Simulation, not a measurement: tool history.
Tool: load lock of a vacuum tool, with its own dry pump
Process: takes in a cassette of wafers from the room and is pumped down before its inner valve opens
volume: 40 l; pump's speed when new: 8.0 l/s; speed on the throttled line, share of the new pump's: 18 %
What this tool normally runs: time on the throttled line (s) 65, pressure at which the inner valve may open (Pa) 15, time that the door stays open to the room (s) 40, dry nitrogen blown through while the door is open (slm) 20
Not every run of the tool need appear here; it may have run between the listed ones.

run,hour,time on the throttled line (s),pressure at which the inner valve may open (Pa),time that the door stays open to the room (s),dry nitrogen blown through while the door is open (slm),"incoming humidity of the room's air, %",time from the closed door until the inner valve may open (s),rise of the pressure with all valves shut (Pa/min)
1,0,65,15,40,20,45.2,97.9,0.05
2,184.8,65,15,40,18,43.4,98.8,0.044
3,499.8,38,15,40,18,48.4,75.3,0.047
4,654.8,38,15,40,18,43.3,75.4,0.045
5,818.4,38,11,40,18,48.2,77.1,0.049
6,1111.4,38,11,40,18,44.9,77.9,0.047
7,1333.6,65,14,40,20,44.8,98.8,0.046
8,1548.5,65,14,40,20,41.8,99.4,0.047
9,1812.8,65,15,40,20,44.7,97.8,0.042
10,1979.8,65,15,40,20,43.6,97.4,0.048
11,2190.3,65,15,25,20,49.1,98.1,0.046
12,2433.5,65,15,25,20,45.6,98.3,0.044
13,2692.8,57,20,27,30,43.6,89.4,0.034
14,2845.8,57,20,27,6,46.4,89.4,0.053
15,3168.2,100,11,53,19,46.6,128.1,0.06
16,3474.2,116,26,166,41,44.8,136.7,0.065
17,3796.3,116,26,166,41,46.9,137.8,0.065
18,3935.1,126,24,40,20,44.5,145,0.051
19,4195.3,109,26,193,20,46.2,131.7,0.082
20,4517.4,67,15,40,15,44,99.5,0.052
21,4657.4,33,15,26,20,42.6,72,0.035
22,4916.3,49,15,47,20,45.7,85.3,0.046
23,5192.4,33,13,213,5,45.4,72.7,0.118

Forecast each of these 4 alternatives for the next run:
A,5413.7,96,15,62,20,46.6,?,?
B,5413.7,57,13,69,27,46.7,?,?
C,5413.7,48,13,236,5,45.8,?,?
D,5413.7,33,13,89,29,44.4,?,?

run,time from the closed door until the inner valve may open (s),rise of the pressure with all valves shut (Pa/min)
A,124.7,0.057
B,92.6,0.054
C,85.6,0.125
D,72.7,0.055
The same runs, with their run-to-run variation unchanged, on a tool lacking any hidden condition would have given:
run,time from the closed door until the inner valve may open (s),rise of the pressure with all valves shut (Pa/min)
A,124.7,0.055
B,92.6,0.052
C,85.6,0.123
D,72.7,0.053
